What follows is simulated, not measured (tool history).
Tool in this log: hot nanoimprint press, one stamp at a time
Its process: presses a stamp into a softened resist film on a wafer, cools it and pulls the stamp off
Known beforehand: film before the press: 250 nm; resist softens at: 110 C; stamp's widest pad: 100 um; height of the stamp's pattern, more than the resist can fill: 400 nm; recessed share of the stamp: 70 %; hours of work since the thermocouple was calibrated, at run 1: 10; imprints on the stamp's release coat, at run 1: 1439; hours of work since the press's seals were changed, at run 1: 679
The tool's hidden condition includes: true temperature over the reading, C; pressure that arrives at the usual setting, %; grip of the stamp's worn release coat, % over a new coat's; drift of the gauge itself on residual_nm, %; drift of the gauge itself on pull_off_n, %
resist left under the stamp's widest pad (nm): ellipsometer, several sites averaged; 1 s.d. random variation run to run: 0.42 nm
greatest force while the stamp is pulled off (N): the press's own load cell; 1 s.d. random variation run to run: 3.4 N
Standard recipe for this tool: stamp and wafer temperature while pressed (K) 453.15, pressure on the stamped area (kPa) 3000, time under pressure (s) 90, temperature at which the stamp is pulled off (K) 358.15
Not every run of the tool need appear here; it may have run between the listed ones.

run,hour,stamp and wafer temperature while pressed (K),pressure on the stamped area (kPa),time under pressure (s),temperature at which the stamp is pulled off (K),hours of work since the thermocouple was calibrated,imprints on the stamp's release coat,hours of work since the press's seals were changed,resist left under the stamp's widest pad (nm),greatest force while the stamp is pulled off (N)
1,0,453.15,3000,90,358.15,10,1439,679,138.1,268
2,31,453.15,3000,90,358.15,29,1508,699,137.4,259
# hour 54.2: stamp cleaned and given a new release coat
3,64.9,453.15,3000,90,358.15,46,24,716,137.6,166
4,87.5,453.15,2630,90,358.15,60,74,730,144.6,172
5,121.5,453.15,2630,90,358.15,81,150,751,144.9,169
6,147.1,453.15,2630,90,358.15,97,207,766,145.3,183
7,161.6,453.15,2630,90,358.15,106,240,775,144.5,175
8,179.3,453.15,2260,90,358.15,117,279,786,152.1,180
9,201.3,453.15,2260,90,358.15,130,328,800,152.4,176
10,220.1,453.15,2260,90,358.15,142,370,811,152.3,186
11,238.6,453.15,3000,90,358.15,153,411,823,140.5,187
12,252.9,453.15,3000,90,358.15,162,443,832,139.4,196
13,275.8,453.15,3000,90,358.15,176,494,846,139.8,196
14,293.1,453.15,3000,90,358.15,187,533,856,140.1,192
15,314.1,453.15,3000,90,358.15,200,579,869,140.4,191
16,343.5,453.15,3000,90,358.15,218,645,887,140.3,206
17,365.1,453.15,3000,90,361.15,231,693,901,140.1,190
18,397.4,453.15,3000,90,361.15,251,765,921,141.2,201
19,428.7,457.15,3320,90,362.15,270,835,940,119.9,198
20,458.2,442.15,3000,90,358.15,288,900,958,190.3,229
21,484.2,463.15,3000,46,358.15,304,958,974,133.8,232
22,514.1,460.15,3000,90,364.15,323,1025,993,113.6,197
# hour 540.9: plate thermocouple calibrated
23,543.9,453.15,3460,158,364.15,2,1085,1009,106.9,200
24,562.5,453.15,2290,177,350.15,13,1126,1021,119.3,282
25,585.6,453.15,4510,96,350.15,28,1178,1035,118.4,293
26,608.3,453.15,2060,107,358.15,42,1228,1049,148.5,245
# hour 635.7: press's hydraulic seals changed and the load cell set to zero
27,650.3,463.15,3000,90,358.15,62,1304,9,97.6,252
28,677.4,463.15,3000,90,358.15,79,1364,26,97.2,254
29,698.3,463.15,3000,90,358.15,92,1411,39,97.5,256
30,729.6,442.15,3000,56,360.15,111,1481,58,202.4,253

Forecast each of these 3 alternatives for the next run:
A,752.3,449.15,3000,90,347.15,125,1531,72,?,?
B,752.3,461.15,3000,144,358.15,125,1531,72,?,?
C,752.3,460.15,3000,136,344.15,125,1531,72,?,?

run,resist left under the stamp's widest pad (nm),greatest force while the stamp is pulled off (N)
A,153.4,345
B,85.9,268
C,91,368
Take away the tool's hidden state, keep each run's random variation, and the runs would have read:
run,resist left under the stamp's widest pad (nm),greatest force while the stamp is pulled off (N)
A,152.9,207
B,85.6,161
C,90.6,222
